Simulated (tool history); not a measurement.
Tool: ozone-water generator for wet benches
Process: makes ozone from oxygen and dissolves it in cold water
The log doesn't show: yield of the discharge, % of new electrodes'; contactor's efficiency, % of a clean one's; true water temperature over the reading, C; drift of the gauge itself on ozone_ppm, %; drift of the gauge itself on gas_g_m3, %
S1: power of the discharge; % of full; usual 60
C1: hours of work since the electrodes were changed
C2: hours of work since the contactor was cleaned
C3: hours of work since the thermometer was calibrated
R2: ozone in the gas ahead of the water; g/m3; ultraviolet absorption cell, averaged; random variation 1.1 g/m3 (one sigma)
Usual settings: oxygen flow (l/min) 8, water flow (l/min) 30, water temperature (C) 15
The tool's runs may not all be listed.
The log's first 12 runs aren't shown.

Run 13, hour 743.1: usual settings; C1 1871; C2 495; C3 324. Result: dissolved ozone (ppm) 16.9, R2 203.8 g/m3.
Run 14, hour 804.5: usual settings; C1 1908; C2 532; C3 361. Result: dissolved ozone (ppm) 17, R2 203.7 g/m3.
Run 15, hour 869.7: usual settings; C1 1948; C2 572; C3 401. Result: dissolved ozone (ppm) 17, R2 204.4 g/m3.
Run 16, hour 937.3: usual settings; C1 1989; C2 613; C3 442. Result: dissolved ozone (ppm) 17.3, R2 202.5 g/m3.
Run 17, hour 976.3: usual settings; C1 2013; C2 636; C3 465. Result: dissolved ozone (ppm) 16.8, R2 204.4 g/m3.
Run 18, hour 1015.6: usual settings but S1 81 % of full, oxygen flow (l/min) 14.34, water flow (l/min) 41; C1 2037; C2 660; C3 489. Result: dissolved ozone (ppm) 20.3, R2 221.5 g/m3.
Run 19, hour 1096.7: usual settings but S1 81 % of full, oxygen flow (l/min) 14.34, water flow (l/min) 43; C1 2086; C2 710; C3 538. Result: dissolved ozone (ppm) 19.3, R2 221.9 g/m3.
Run 20, hour 1133.7: usual settings but S1 81 % of full, oxygen flow (l/min) 14.34, water flow (l/min) 43; C1 2108; C2 732; C3 561. Result: dissolved ozone (ppm) 19.3, R2 220.6 g/m3.
Run 21, hour 1189.3: usual settings but oxygen flow (l/min) 8.56; C1 2142; C2 766; C3 595. Result: dissolved ozone (ppm) 17.4, R2 198.4 g/m3.
Run 22, hour 1243.8: usual settings but oxygen flow (l/min) 8.56; C1 2175; C2 799; C3 628. Result: dissolved ozone (ppm) 17.5, R2 202.1 g/m3.
Run 23, hour 1282.6: usual settings but oxygen flow (l/min) 8.56; C1 2199; C2 822; C3 651. Result: dissolved ozone (ppm) 17.6, R2 202.4 g/m3.
Run 24, hour 1356.7: usual settings but S1 80 % of full, water flow (l/min) 25, water temperature (C) 9; C1 2244; C2 867; C3 696. Result: dissolved ozone (ppm) 27.6, R2 262.2 g/m3.
Run 25, hour 1436.6: usual settings but S1 80 % of full, oxygen flow (l/min) 4.28, water flow (l/min) 28, water temperature (C) 9; C1 2292; C2 916; C3 745. Result: dissolved ozone (ppm) 20, R2 318.3 g/m3.
Run 26, hour 1497.3: usual settings but water flow (l/min) 37, water temperature (C) 9; C1 2329; C2 953; C3 782. Result: dissolved ozone (ppm) 15.4, R2 206.2 g/m3.
Run 27, hour 1555.8: usual settings but oxygen flow (l/min) 6.05, water temperature (C) 13; C1 2365; C2 988; C3 817. Result: dissolved ozone (ppm) 16, R2 223.7 g/m3.
Run 28, hour 1614.9: usual settings but S1 53 % of full, oxygen flow (l/min) 5.47, water flow (l/min) 22, water temperature (C) 9; C1 2401; C2 1024; C3 853. Result: dissolved ozone (ppm) 19.4, R2 209 g/m3.
Run 29, hour 1691: usual settings but S1 46 % of full, oxygen flow (l/min) 4.88, water flow (l/min) 26, water temperature (C) 10; C1 2447; C2 1070; C3 899. Result: dissolved ozone (ppm) 14.1, R2 189.1 g/m3.
At hour 1727: gauge calibrated.
Run 30, hour 1735.5: usual settings but oxygen flow (l/min) 12.39, water temperature (C) 13; C1 2474; C2 1097; C3 926. Result: dissolved ozone (ppm) 19.7, R2 174.1 g/m3.
Run 31, hour 1774.4: usual settings but oxygen flow (l/min) 12.39, water temperature (C) 13; C1 2497; C2 1121; C3 950. Result: dissolved ozone (ppm) 19.4, R2 174.6 g/m3.
Run 32, hour 1831.9: usual settings but water flow (l/min) 24, water temperature (C) 12; C1 2532; C2 1156; C3 985. Result: dissolved ozone (ppm) 20.9, R2 199.7 g/m3.
Run 33, hour 1894.4: usual settings but water flow (l/min) 24, water temperature (C) 12; C1 2570; C2 1194; C3 1023. Result: dissolved ozone (ppm) 21.4, R2 200.6 g/m3.

Forecast each of these 4 alternatives for the next run:
Run A, hour 1969.3: usual settings but oxygen flow (l/min) 5.86; C1 2616; C2 1239; C3 1068. Result: dissolved ozone (ppm) ?, R2 ?.
Run B, hour 1969.3: usual settings but water flow (l/min) 26, water temperature (C) 12; C1 2616; C2 1239; C3 1068. Result: dissolved ozone (ppm) ?, R2 ?.
Run C, hour 1969.3: usual settings but S1 42 % of full, oxygen flow (l/min) 5.67, water flow (l/min) 37, water temperature (C) 12; C1 2616; C2 1239; C3 1068. Result: dissolved ozone (ppm) ?, R2 ?.
Run D, hour 1969.3: usual settings but oxygen flow (l/min) 9.38, water flow (l/min) 45, water temperature (C) 9; C1 2616; C2 1239; C3 1068. Result: dissolved ozone (ppm) ?, R2 ?.

run  dissolved ozone (ppm)     R2
  A                   15.7  223.9
  B                     20  201.6
  C                    9.8    166
  D                   13.6  192.7
Without the tool's hidden state the same runs would have given:
run  dissolved ozone (ppm)     R2
  A                   15.7  223.3
  B                     20  201.1
  C                    9.8  165.5
  D                   13.6  192.2
